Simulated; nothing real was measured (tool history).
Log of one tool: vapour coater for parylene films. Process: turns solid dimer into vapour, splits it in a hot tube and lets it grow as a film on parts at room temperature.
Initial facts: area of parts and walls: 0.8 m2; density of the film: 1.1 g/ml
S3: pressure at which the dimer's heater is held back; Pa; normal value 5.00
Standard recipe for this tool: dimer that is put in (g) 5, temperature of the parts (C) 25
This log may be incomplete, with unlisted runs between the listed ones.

{"run": 1, "day": 0.0, "dimer that is put in (g)": 5, "temperature of the parts (C)": 25, "S3": 5.0, "thickness of the film (nm)": 3430}
{"run": 2, "day": 0.312, "dimer that is put in (g)": 5, "temperature of the parts (C)": 25, "S3": 5.0, "thickness of the film (nm)": 3430}
{"run": 3, "day": 0.671, "dimer that is put in (g)": 5, "temperature of the parts (C)": 25, "S3": 5.0, "thickness of the film (nm)": 3370}
{"run": 4, "day": 1.283, "dimer that is put in (g)": 5, "temperature of the parts (C)": 25, "S3": 5.0, "thickness of the film (nm)": 3440}
{"run": 5, "day": 1.65, "dimer that is put in (g)": 5, "temperature of the parts (C)": 25, "S3": 5.0, "thickness of the film (nm)": 3470}
{"run": 6, "day": 2.104, "dimer that is put in (g)": 5, "temperature of the parts (C)": 25, "S3": 5.0, "thickness of the film (nm)": 3450}
{"run": 7, "day": 2.45, "dimer that is put in (g)": 6, "temperature of the parts (C)": 25, "S3": 5.0, "thickness of the film (nm)": 4120}
{"run": 8, "day": 2.996, "dimer that is put in (g)": 6, "temperature of the parts (C)": 25, "S3": 5.0, "thickness of the film (nm)": 4100}
{"run": 9, "day": 3.467, "dimer that is put in (g)": 5, "temperature of the parts (C)": 35, "S3": 5.0, "thickness of the film (nm)": 2080}
{"run": 10, "day": 3.746, "dimer that is put in (g)": 5, "temperature of the parts (C)": 35, "S3": 5.0, "thickness of the film (nm)": 2120}
{"run": 11, "day": 4.3, "dimer that is put in (g)": 5, "temperature of the parts (C)": 35, "S3": 5.0, "thickness of the film (nm)": 2110}
{"run": 12, "day": 4.808, "dimer that is put in (g)": 5, "temperature of the parts (C)": 35, "S3": 11.48, "thickness of the film (nm)": 1870}
{"run": 13, "day": 5.375, "dimer that is put in (g)": 5, "temperature of the parts (C)": 35, "S3": 11.48, "thickness of the film (nm)": 1850}
{"run": 14, "day": 5.917, "dimer that is put in (g)": 3, "temperature of the parts (C)": 25, "S3": 4.9, "thickness of the film (nm)": 2010}

Run 15, settings as shown, results not yet in. Your forecast:
{"run": 15, "day": 6.462, "dimer that is put in (g)": 4, "temperature of the parts (C)": 17, "S3": 3.85, "thickness of the film (nm)": "?"}

thickness of the film (nm): 4080
With the hidden condition absent and the run-to-run variation left alone, this run would have shown thickness of the film (nm) 4440.

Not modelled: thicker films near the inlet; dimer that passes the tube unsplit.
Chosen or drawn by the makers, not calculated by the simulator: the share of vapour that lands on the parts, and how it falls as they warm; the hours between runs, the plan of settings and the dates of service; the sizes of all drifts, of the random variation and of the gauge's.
